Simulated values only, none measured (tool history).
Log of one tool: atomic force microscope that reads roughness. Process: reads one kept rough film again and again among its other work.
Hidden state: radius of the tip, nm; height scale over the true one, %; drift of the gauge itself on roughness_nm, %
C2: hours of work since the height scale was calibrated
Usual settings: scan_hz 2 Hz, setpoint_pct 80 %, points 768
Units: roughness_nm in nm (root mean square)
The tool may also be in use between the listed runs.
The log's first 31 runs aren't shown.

{"run": 32, "day": 10.0, "scan_hz": 1.51, "setpoint_pct": 73, "points": 341, "pictures with this tip": 109, "C2": 326, "roughness_nm": 2.292}
{"run": 33, "day": 10.246, "scan_hz": 1.51, "setpoint_pct": 73, "points": 341, "pictures with this tip": 118, "C2": 330, "roughness_nm": 2.278}
{"run": 34, "day": 10.621, "scan_hz": 2.42, "setpoint_pct": 59, "points": 340, "pictures with this tip": 132, "C2": 335, "roughness_nm": 2.355}
{"run": 35, "day": 10.917, "scan_hz": 2.34, "setpoint_pct": 86, "points": 485, "pictures with this tip": 143, "C2": 339, "roughness_nm": 1.883}
{"run": 36, "day": 11.188, "scan_hz": 2, "setpoint_pct": 58, "points": 489, "pictures with this tip": 153, "C2": 343, "roughness_nm": 2.407}
{"run": 37, "day": 11.467, "scan_hz": 1.49, "setpoint_pct": 79, "points": 901, "pictures with this tip": 163, "C2": 347, "roughness_nm": 2.203}
{"run": 38, "day": 11.858, "scan_hz": 2, "setpoint_pct": 88, "points": 768, "pictures with this tip": 178, "C2": 353, "roughness_nm": 1.925}
{"run": 39, "day": 12.2, "scan_hz": 2, "setpoint_pct": 88, "points": 768, "pictures with this tip": 190, "C2": 358, "roughness_nm": 1.917}
{"run": 40, "day": 12.421, "scan_hz": 2, "setpoint_pct": 85, "points": 768, "pictures with this tip": 198, "C2": 361, "roughness_nm": 1.992}
{"run": 41, "day": 12.858, "scan_hz": 2, "setpoint_pct": 68, "points": 768, "pictures with this tip": 214, "C2": 367, "roughness_nm": 2.299}
{"run": 42, "day": 13.175, "scan_hz": 2, "setpoint_pct": 74, "points": 768, "pictures with this tip": 226, "C2": 371, "roughness_nm": 2.201}
{"run": 43, "day": 13.538, "scan_hz": 0.85, "setpoint_pct": 85, "points": 405, "pictures with this tip": 239, "C2": 377, "roughness_nm": 2.269}

Forecast each of these 3 alternatives for the next run:
{"run": "A", "day": 13.796, "scan_hz": 0.74, "setpoint_pct": 56, "points": 768, "pictures with this tip": 249, "C2": 380, "roughness_nm": "?"}
{"run": "B", "day": 13.796, "scan_hz": 3.34, "setpoint_pct": 63, "points": 691, "pictures with this tip": 249, "C2": 380, "roughness_nm": "?"}
{"run": "C", "day": 13.796, "scan_hz": 0.64, "setpoint_pct": 65, "points": 405, "pictures with this tip": 249, "C2": 380, "roughness_nm": "?"}

run=A roughness_nm=2.532
run=B roughness_nm=2.242
run=C roughness_nm=2.466
Without the tool's hidden state the same runs would have given:
run=A roughness_nm=2.537
run=B roughness_nm=2.246
run=C roughness_nm=2.47
